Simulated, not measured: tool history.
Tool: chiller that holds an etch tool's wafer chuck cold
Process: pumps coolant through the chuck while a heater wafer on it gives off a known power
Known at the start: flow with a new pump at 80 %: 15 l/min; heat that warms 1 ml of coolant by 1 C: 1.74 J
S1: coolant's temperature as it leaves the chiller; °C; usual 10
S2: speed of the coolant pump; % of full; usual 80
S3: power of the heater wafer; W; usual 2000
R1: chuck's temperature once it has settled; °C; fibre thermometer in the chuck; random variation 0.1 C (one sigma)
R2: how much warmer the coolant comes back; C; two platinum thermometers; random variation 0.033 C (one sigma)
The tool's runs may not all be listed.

run,day,S1,S2,S3,R1,R2
1,0.000,10,80,2000,33.9,4.72
2,1.492,10,80,2000,34.1,4.76
3,3.054,10,80,1123,23.7,2.65
# day 4.558: coolant changed, channels flushed
4,4.808,10,80,1123,21.6,2.69
5,5.954,10,80,1123,21.7,2.66
6,7.588,10,80,2000,30.7,4.73
7,9.142,10,73,2000,32.4,5.18
8,10.100,10,73,2000,32.4,5.21
9,12.175,2,73,2000,24.4,5.23
10,13.096,10,80,2000,30.8,4.76
11,14.729,10,80,2000,31.0,4.73
12,16.829,10,61,2958,48.8,9.29
13,18.488,10,61,2958,48.9,9.34
14,20.054,10,92,1418,23.2,2.96
15,21.892,6,68,2000,30.1,5.59
16,22.775,4,86,1825,22.1,4.03
17,24.212,3,80,1874,23.0,4.48
18,25.258,13,76,1331,27.9,3.38

Forecast run 19:
19,26.754,10,77,2396,?,?

Run 19 gave R1 36.4 °C, R2 5.97 C.
Without the tool's hidden state the same run would have given R1 34.5 °C, R2 5.72 C.

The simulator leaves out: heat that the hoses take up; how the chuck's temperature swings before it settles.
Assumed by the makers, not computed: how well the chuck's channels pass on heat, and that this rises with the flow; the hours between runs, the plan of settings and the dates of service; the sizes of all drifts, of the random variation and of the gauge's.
